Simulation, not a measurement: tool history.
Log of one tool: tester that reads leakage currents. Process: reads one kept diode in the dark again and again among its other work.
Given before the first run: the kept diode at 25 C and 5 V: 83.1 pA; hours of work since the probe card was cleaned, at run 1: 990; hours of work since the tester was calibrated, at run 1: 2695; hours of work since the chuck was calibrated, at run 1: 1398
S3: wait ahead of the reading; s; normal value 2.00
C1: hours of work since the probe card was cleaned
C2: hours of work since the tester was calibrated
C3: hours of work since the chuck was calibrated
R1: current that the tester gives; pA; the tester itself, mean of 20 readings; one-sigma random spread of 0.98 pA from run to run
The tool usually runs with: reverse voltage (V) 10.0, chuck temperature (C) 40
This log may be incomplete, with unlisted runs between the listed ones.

{"run": 1, "hour": 0.0, "reverse voltage (V)": 10.0, "chuck temperature (C)": 40, "S3": 2.0, "C1": 990, "C2": 2695, "C3": 1398, "R1": 327.19}
{"run": 2, "hour": 174.5, "reverse voltage (V)": 10.0, "chuck temperature (C)": 40, "S3": 2.0, "C1": 1063, "C2": 2768, "C3": 1470, "R1": 327.3}
{"hour": 305.3, "done": "chuck's temperature calibrated"}
{"run": 3, "hour": 445.6, "reverse voltage (V)": 10.0, "chuck temperature (C)": 40, "S3": 2.0, "C1": 1174, "C2": 2879, "C3": 58, "R1": 328.18}
{"run": 4, "hour": 624.4, "reverse voltage (V)": 10.0, "chuck temperature (C)": 40, "S3": 2.0, "C1": 1248, "C2": 2953, "C3": 132, "R1": 328.08}
{"run": 5, "hour": 803.5, "reverse voltage (V)": 10.0, "chuck temperature (C)": 40, "S3": 2.0, "C1": 1323, "C2": 3028, "C3": 207, "R1": 326.22}
{"run": 6, "hour": 936.6, "reverse voltage (V)": 10.0, "chuck temperature (C)": 40, "S3": 2.0, "C1": 1378, "C2": 3083, "C3": 262, "R1": 326.65}
{"run": 7, "hour": 1063.9, "reverse voltage (V)": 10.0, "chuck temperature (C)": 40, "S3": 2.0, "C1": 1431, "C2": 3136, "C3": 314, "R1": 328.94}
{"run": 8, "hour": 1222.6, "reverse voltage (V)": 10.0, "chuck temperature (C)": 40, "S3": 2.0, "C1": 1496, "C2": 3201, "C3": 380, "R1": 327.15}
{"run": 9, "hour": 1466.6, "reverse voltage (V)": 10.0, "chuck temperature (C)": 40, "S3": 2.0, "C1": 1597, "C2": 3303, "C3": 481, "R1": 326.28}
{"run": 10, "hour": 1624.4, "reverse voltage (V)": 10.0, "chuck temperature (C)": 40, "S3": 2.84, "C1": 1663, "C2": 3368, "C3": 547, "R1": 326.7}
{"run": 11, "hour": 1897.8, "reverse voltage (V)": 10.0, "chuck temperature (C)": 40, "S3": 2.84, "C1": 1776, "C2": 3481, "C3": 660, "R1": 328.54}
{"hour": 1917.0, "done": "tester calibrated"}
{"run": 12, "hour": 2150.0, "reverse voltage (V)": 10.0, "chuck temperature (C)": 40, "S3": 1.99, "C1": 1880, "C2": 97, "C3": 764, "R1": 324.94}
{"run": 13, "hour": 2322.6, "reverse voltage (V)": 1.9, "chuck temperature (C)": 22, "S3": 3.64, "C1": 1951, "C2": 168, "C3": 835, "R1": 47.04}
{"run": 14, "hour": 2607.4, "reverse voltage (V)": 1.9, "chuck temperature (C)": 22, "S3": 3.64, "C1": 2069, "C2": 286, "C3": 953, "R1": 47.1}
{"run": 15, "hour": 2853.3, "reverse voltage (V)": 2.4, "chuck temperature (C)": 39, "S3": 3.64, "C1": 2171, "C2": 388, "C3": 1055, "R1": 184.87}
{"run": 16, "hour": 3038.6, "reverse voltage (V)": 2.4, "chuck temperature (C)": 39, "S3": 3.64, "C1": 2248, "C2": 465, "C3": 1132, "R1": 186.06}
{"run": 17, "hour": 3176.6, "reverse voltage (V)": 2.4, "chuck temperature (C)": 39, "S3": 3.64, "C1": 2305, "C2": 522, "C3": 1189, "R1": 185.67}
{"run": 18, "hour": 3331.3, "reverse voltage (V)": 2.5, "chuck temperature (C)": 39, "S3": 3.64, "C1": 2370, "C2": 586, "C3": 1254, "R1": 189.04}

Run 19 has not been measured yet. What should we expect?
{"run": 19, "hour": 3471.6, "reverse voltage (V)": 2.5, "chuck temperature (C)": 39, "S3": 3.64, "C1": 2428, "C2": 644, "C3": 1312, "R1": "?"}

R1: 187.58 pA
Had the tool carried no hidden state, the very same run would have given R1 187.75 pA.
